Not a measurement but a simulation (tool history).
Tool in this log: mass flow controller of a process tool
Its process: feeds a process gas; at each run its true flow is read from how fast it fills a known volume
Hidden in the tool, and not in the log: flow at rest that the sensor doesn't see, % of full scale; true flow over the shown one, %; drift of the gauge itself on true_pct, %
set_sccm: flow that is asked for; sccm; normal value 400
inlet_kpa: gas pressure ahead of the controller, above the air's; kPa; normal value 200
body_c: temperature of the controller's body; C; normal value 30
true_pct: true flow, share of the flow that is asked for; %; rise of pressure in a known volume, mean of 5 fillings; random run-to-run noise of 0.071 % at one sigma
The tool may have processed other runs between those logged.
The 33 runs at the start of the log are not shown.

run     hour  set_sccm  inlet_kpa  body_c  hours of work since the controller was set to zero  hours of work since the controller was changed  true_pct
 34  11453.3       268        200      33                                                3639                                            3639    103.30
 35  11692.1       400        156      37                                                3750                                            3750    103.93
 36  12135.0       398        156      21                                                3956                                            3956    102.39
 37  12480.7       398        156      21                                                4117                                            4117    102.55
 38  12777.1       103        156      28                                                4255                                            4255    104.39
 39  13089.1       103        156      28                                                4401                                            4401    104.62
 40  13516.3       103        156      28                                                4600                                            4600    104.72
 41  13819.0       103        156      28                                                4741                                            4741    104.90
 42  14091.4       103        156      28                                                4868                                            4868    105.19
 43  14429.2       193        174      30                                                5025                                            5025    104.40
 44  14836.5       400        251      32                                                5215                                            5215    105.05
 45  15274.2        81        200      30                                                5419                                            5419    107.11
 46  15600.3        89        176      23                                                5570                                            5570    106.16
     15695.8  -- controller exchanged for a calibrated one
 47  15893.1        89        176      23                                                  92                                              92     98.34

Predict each of these 3 candidate next runs independently; none follows another, all start after run 47:
  A  16164.3       361        200      25                                                 218                                             218         ?
  B  16164.3        89        240      21                                                 218                                             218         ?
  C  16164.3       400        260      36                                                 218                                             218         ?

run  true_pct
  A     99.73
  B     98.66
  C    101.19
Without the tool's unlogged condition, the same runs would have read:
run  true_pct
  A     99.44
  B     98.19
  C    100.90
